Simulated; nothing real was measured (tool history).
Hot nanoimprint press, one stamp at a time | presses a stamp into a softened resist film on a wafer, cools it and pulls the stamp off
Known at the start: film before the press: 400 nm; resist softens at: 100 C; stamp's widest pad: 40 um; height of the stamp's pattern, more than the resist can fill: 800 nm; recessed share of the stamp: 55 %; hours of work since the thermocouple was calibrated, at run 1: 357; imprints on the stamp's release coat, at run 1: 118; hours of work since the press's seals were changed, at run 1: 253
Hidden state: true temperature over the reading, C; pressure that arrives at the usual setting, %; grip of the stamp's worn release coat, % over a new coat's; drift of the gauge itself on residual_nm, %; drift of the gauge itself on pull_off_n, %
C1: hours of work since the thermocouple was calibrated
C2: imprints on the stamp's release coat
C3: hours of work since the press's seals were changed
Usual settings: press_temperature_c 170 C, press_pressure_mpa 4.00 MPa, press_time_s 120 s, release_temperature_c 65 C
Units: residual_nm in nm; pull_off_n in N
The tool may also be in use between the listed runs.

Run 1, hour 0.0: usual settings; C1 357; C2 118; C3 253. Result: residual_nm 206.1 nm, pull_off_n 203 N.
Run 2, hour 9.9: usual settings but press_time_s 127 s; C1 364; C2 155; C3 260. Result: residual_nm 202.5 nm, pull_off_n 217 N.
Run 3, hour 18.8: usual settings but release_temperature_c 62 C; C1 370; C2 188; C3 265. Result: residual_nm 204.2 nm, pull_off_n 219 N.
Run 4, hour 29.0: usual settings; C1 376; C2 225; C3 272. Result: residual_nm 206.5 nm, pull_off_n 204 N.
Run 5, hour 40.7: usual settings but press_pressure_mpa 4.05 MPa; C1 384; C2 268; C3 280. Result: residual_nm 203.9 nm, pull_off_n 217 N.
Run 6, hour 51.0: usual settings but press_temperature_c 162 C; C1 391; C2 307; C3 287. Result: residual_nm 269.5 nm, pull_off_n 229 N.
Run 7, hour 58.6: usual settings but press_temperature_c 162 C; C1 396; C2 335; C3 292. Result: residual_nm 270.8 nm, pull_off_n 218 N.
Run 8, hour 70.3: usual settings but press_temperature_c 162 C; C1 404; C2 378; C3 300. Result: residual_nm 270.2 nm, pull_off_n 222 N.
Run 9, hour 82.0: usual settings; C1 412; C2 421; C3 307. Result: residual_nm 205.9 nm, pull_off_n 217 N.
Run 10, hour 90.4: usual settings; C1 417; C2 452; C3 313. Result: residual_nm 206.3 nm, pull_off_n 230 N.
Run 11, hour 104.8: usual settings; C1 427; C2 505; C3 323. Result: residual_nm 206.0 nm, pull_off_n 225 N.
Run 12, hour 119.2: usual settings; C1 436; C2 558; C3 332. Result: residual_nm 206.2 nm, pull_off_n 228 N.
Run 13, hour 125.4: usual settings; C1 440; C2 582; C3 336. Result: residual_nm 204.8 nm, pull_off_n 236 N.

The next listed run, before its measurement:
Run 14, hour 133.4: usual settings but release_temperature_c 60 C; C1 446; C2 611; C3 342. Result: residual_nm ?, pull_off_n ?.

Run 14 gave residual_nm 207.6 nm, pull_off_n 250 N.
Without the tool's hidden state the same run would have given residual_nm 199.6 nm, pull_off_n 212 N.
